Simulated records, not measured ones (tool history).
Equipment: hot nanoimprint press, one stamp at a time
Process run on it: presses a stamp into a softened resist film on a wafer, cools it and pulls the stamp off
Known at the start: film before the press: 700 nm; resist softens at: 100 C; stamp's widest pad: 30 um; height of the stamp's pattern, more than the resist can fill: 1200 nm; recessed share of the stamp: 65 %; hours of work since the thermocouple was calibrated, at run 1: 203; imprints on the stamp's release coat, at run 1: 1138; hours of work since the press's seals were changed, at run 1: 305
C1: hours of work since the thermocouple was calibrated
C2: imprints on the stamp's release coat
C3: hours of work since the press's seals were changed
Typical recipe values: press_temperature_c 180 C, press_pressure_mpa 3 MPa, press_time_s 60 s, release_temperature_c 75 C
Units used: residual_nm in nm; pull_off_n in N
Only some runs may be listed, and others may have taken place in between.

run 1 hour=0 | press_temperature_c=180 press_pressure_mpa=3 press_time_s=60 release_temperature_c=75 | C1=203 C2=1138 C3=305 | residual_nm=376.3 pull_off_n=115
-- hour=12 stamp cleaned and given a new release coat
run 2 hour=29.6 | press_temperature_c=180 press_pressure_mpa=3.99 press_time_s=60 release_temperature_c=75 | C1=221 C2=53 C3=323 | residual_nm=328.3 pull_off_n=91
run 3 hour=55.8 | press_temperature_c=180 press_pressure_mpa=3.99 press_time_s=60 release_temperature_c=75 | C1=241 C2=132 C3=343 | residual_nm=326.1 pull_off_n=93
-- hour=70.5 plate thermocouple calibrated
run 4 hour=70.5 | press_temperature_c=180 press_pressure_mpa=3.99 press_time_s=60 release_temperature_c=75 | C1=0 C2=167 C3=352 | residual_nm=320.8 pull_off_n=90
run 5 hour=86.4 | press_temperature_c=180 press_pressure_mpa=3.99 press_time_s=60 release_temperature_c=75 | C1=12 C2=215 C3=365 | residual_nm=321.4 pull_off_n=89
run 6 hour=98.3 | press_temperature_c=180 press_pressure_mpa=3 press_time_s=60 release_temperature_c=75 | C1=22 C2=251 C3=374 | residual_nm=365.7 pull_off_n=91
-- hour=111.4 plate thermocouple calibrated, once more
run 7 hour=119.9 | press_temperature_c=180 press_pressure_mpa=3 press_time_s=60 release_temperature_c=75 | C1=7 C2=307 C3=388 | residual_nm=381.4 pull_off_n=96
run 8 hour=133.6 | press_temperature_c=180 press_pressure_mpa=3 press_time_s=60 release_temperature_c=75 | C1=17 C2=348 C3=399 | residual_nm=382.4 pull_off_n=98
run 9 hour=158.8 | press_temperature_c=180 press_pressure_mpa=3 press_time_s=60 release_temperature_c=75 | C1=37 C2=424 C3=419 | residual_nm=380.3 pull_off_n=98
run 10 hour=180.5 | press_temperature_c=180 press_pressure_mpa=3 press_time_s=60 release_temperature_c=75 | C1=54 C2=489 C3=436 | residual_nm=382.2 pull_off_n=100
run 11 hour=201.9 | press_temperature_c=180 press_pressure_mpa=3 press_time_s=60 release_temperature_c=75 | C1=70 C2=554 C3=452 | residual_nm=380.7 pull_off_n=103
run 12 hour=218.4 | press_temperature_c=180 press_pressure_mpa=3 press_time_s=60 release_temperature_c=75 | C1=83 C2=604 C3=465 | residual_nm=382.1 pull_off_n=98
run 13 hour=234.8 | press_temperature_c=180 press_pressure_mpa=3 press_time_s=60 release_temperature_c=75 | C1=96 C2=653 C3=478 | residual_nm=378.1 pull_off_n=99
run 14 hour=255.6 | press_temperature_c=180 press_pressure_mpa=3 press_time_s=60 release_temperature_c=75 | C1=112 C2=716 C3=494 | residual_nm=380.2 pull_off_n=104
run 15 hour=267.8 | press_temperature_c=180 press_pressure_mpa=3 press_time_s=60 release_temperature_c=75 | C1=122 C2=752 C3=504 | residual_nm=380.3 pull_off_n=105
run 16 hour=292.2 | press_temperature_c=180 press_pressure_mpa=3 press_time_s=60 release_temperature_c=77 | C1=141 C2=826 C3=523 | residual_nm=380.7 pull_off_n=104
run 17 hour=310.6 | press_temperature_c=170 press_pressure_mpa=3 press_time_s=60 release_temperature_c=77 | C1=155 C2=881 C3=537 | residual_nm=500.5 pull_off_n=99
run 18 hour=331 | press_temperature_c=174 press_pressure_mpa=3 press_time_s=42 release_temperature_c=75 | C1=171 C2=943 C3=553 | residual_nm=493.6 pull_off_n=106
run 19 hour=356.8 | press_temperature_c=185 press_pressure_mpa=3 press_time_s=58 release_temperature_c=62 | C1=191 C2=1020 C3=573 | residual_nm=331.1 pull_off_n=132
run 20 hour=381.5 | press_temperature_c=192 press_pressure_mpa=3.72 press_time_s=58 release_temperature_c=74 | C1=210 C2=1095 C3=592 | residual_nm=241.7 pull_off_n=112
run 21 hour=400.3 | press_temperature_c=192 press_pressure_mpa=3.72 press_time_s=58 release_temperature_c=69 | C1=225 C2=1152 C3=607 | residual_nm=242.5 pull_off_n=125
-- hour=408.7 stamp cleaned and given a new release coat
run 22 hour=428.2 | press_temperature_c=168 press_pressure_mpa=3 press_time_s=60 release_temperature_c=81 | C1=242 C2=59 C3=624 | residual_nm=522.9 pull_off_n=78
-- hour=442.4 plate thermocouple calibrated
run 23 hour=457.2 | press_temperature_c=168 press_pressure_mpa=3 press_time_s=60 release_temperature_c=81 | C1=12 C2=137 C3=644 | residual_nm=531.5 pull_off_n=85
run 24 hour=471.6 | press_temperature_c=168 press_pressure_mpa=3 press_time_s=60 release_temperature_c=81 | C1=23 C2=180 C3=655 | residual_nm=534.6 pull_off_n=85
run 25 hour=482.3 | press_temperature_c=180 press_pressure_mpa=3 press_time_s=37 release_temperature_c=72 | C1=31 C2=212 C3=664 | residual_nm=446 pull_off_n=97
run 26 hour=497.2 | press_temperature_c=185 press_pressure_mpa=3 press_time_s=37 release_temperature_c=72 | C1=43 C2=257 C3=675 | residual_nm=392.6 pull_off_n=100
run 27 hour=518.3 | press_temperature_c=185 press_pressure_mpa=3 press_time_s=37 release_temperature_c=72 | C1=59 C2=321 C3=692 | residual_nm=389.8 pull_off_n=99
run 28 hour=539.6 | press_temperature_c=187 press_pressure_mpa=2.47 press_time_s=38 release_temperature_c=66 | C1=76 C2=385 C3=708 | residual_nm=398.4 pull_off_n=111
run 29 hour=554.3 | press_temperature_c=180 press_pressure_mpa=3 press_time_s=69 release_temperature_c=76 | C1=87 C2=429 C3=720 | residual_nm=371.5 pull_off_n=93
run 30 hour=576.9 | press_temperature_c=180 press_pressure_mpa=3 press_time_s=69 release_temperature_c=76 | C1=105 C2=497 C3=737 | residual_nm=368.8 pull_off_n=98

Below are 4 alternative next runs, each starting from the tool's condition after run 30. Predict each:
run A hour=601.3 | press_temperature_c=173 press_pressure_mpa=3.48 press_time_s=60 release_temperature_c=75 | C1=124 C2=571 C3=756 | residual_nm=? pull_off_n=?
run B hour=601.3 | press_temperature_c=169 press_pressure_mpa=2.47 press_time_s=69 release_temperature_c=79 | C1=124 C2=571 C3=756 | residual_nm=? pull_off_n=?
run C hour=601.3 | press_temperature_c=178 press_pressure_mpa=3 press_time_s=85 release_temperature_c=77 | C1=124 C2=571 C3=756 | residual_nm=? pull_off_n=?
run D hour=601.3 | press_temperature_c=188 press_pressure_mpa=3 press_time_s=60 release_temperature_c=66 | C1=124 C2=571 C3=756 | residual_nm=? pull_off_n=?

run=A residual_nm=443.7 pull_off_n=98
run=B residual_nm=528.7 pull_off_n=92
run=C residual_nm=365.1 pull_off_n=97
run=D residual_nm=305.7 pull_off_n=117
Stripped of hidden state, with their random variation kept, the same runs would have yielded:
run=A residual_nm=434.4 pull_off_n=88
run=B residual_nm=524.2 pull_off_n=83
run=C residual_nm=357.6 pull_off_n=87
run=D residual_nm=298.4 pull_off_n=105

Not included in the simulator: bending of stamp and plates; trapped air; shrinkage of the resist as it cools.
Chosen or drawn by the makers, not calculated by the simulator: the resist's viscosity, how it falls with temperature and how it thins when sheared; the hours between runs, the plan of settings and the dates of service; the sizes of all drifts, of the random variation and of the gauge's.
